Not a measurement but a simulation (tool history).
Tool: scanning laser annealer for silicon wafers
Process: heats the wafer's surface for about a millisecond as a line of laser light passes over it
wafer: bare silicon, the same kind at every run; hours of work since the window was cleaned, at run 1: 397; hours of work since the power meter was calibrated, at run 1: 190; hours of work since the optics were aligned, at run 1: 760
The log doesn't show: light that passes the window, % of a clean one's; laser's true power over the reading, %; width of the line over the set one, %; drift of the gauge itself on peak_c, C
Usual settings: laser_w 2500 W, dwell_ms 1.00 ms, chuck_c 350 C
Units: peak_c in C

run,day,laser_w,dwell_ms,chuck_c,hours of work since the window was cleaned,hours of work since the power meter was calibrated,hours of work since the optics were aligned,peak_c
1,0.000,2500,1.00,350,397,190,760,1130
2,0.467,2500,1.00,350,405,198,768,1127
3,0.833,2500,1.00,350,411,204,774,1132
4,1.138,2469,1.00,350,416,209,779,1113
5,1.554,2469,1.00,350,423,217,786,1113
6,1.892,2469,1.00,350,429,222,792,1113
7,2.246,2500,1.00,350,435,228,798,1126
8,2.650,2500,1.00,350,442,235,805,1125
9,3.112,2500,1.00,350,449,243,813,1124
10,3.529,2500,1.09,350,456,250,820,1156
11,3.800,2500,1.09,350,461,255,824,1156
12,4.150,2500,1.09,350,467,260,830,1153
13,4.588,2500,1.00,350,474,268,837,1125
14,4.904,2500,1.00,364,480,273,843,1135
15,5.371,2500,1.00,364,488,281,851,1135
16,5.638,2500,1.00,364,492,286,855,1137
17,6.004,2500,1.00,364,498,292,861,1136
18,6.296,2500,0.97,364,503,297,866,1127
19,6.717,2500,0.97,364,510,304,874,1126
20,7.096,2500,0.88,350,517,310,880,1077
21,7.367,2500,0.88,350,521,315,885,1079
22,7.771,2500,1.15,350,528,322,891,1171
23,8.117,2500,1.15,350,534,328,897,1168
24,8.375,2500,1.15,350,538,332,902,1173
25,8.758,2500,1.15,350,545,338,908,1172
26,9.225,2500,1.15,350,553,346,916,1172
27,9.692,2243,1.01,350,561,354,924,1042
28,10.108,2735,0.74,374,568,361,931,1110
29,10.454,2735,0.74,374,574,367,937,1109
30,10.925,2735,0.74,374,582,375,945,1111
# day 11.467: optics aligned, line set to its width
31,11.467,2382,1.00,371,587,381,0,1109
32,11.888,2382,1.02,371,594,388,7,1116
33,12.112,2566,0.81,349,598,392,11,1071
34,12.583,2566,0.81,349,606,400,19,1073
35,13.042,2271,1.00,350,614,407,27,1054
36,13.375,2154,1.08,326,620,413,32,1019
37,13.700,2534,0.88,363,625,418,38,1105
38,13.929,2534,0.88,363,629,422,42,1105
39,14.242,2534,0.88,353,634,428,47,1094
40,14.708,2534,0.88,353,642,436,55,1092
41,14.967,2338,0.90,380,646,440,59,1074

How the hidden state differs across the entries between the runs, from the last listed run before each to the first after it:
Between runs 30 and 31: optics aligned, line set to its width (day 11.467)
  light that passes the window, % of a clean one's: 97.32 -> 97.3; laser's true power over the reading, %: 0.47 -> 0.48; width of the line over the set one, %: 1.62 -> 0.32
  measured less the result without the state, peak_c: -24 -> -18 C
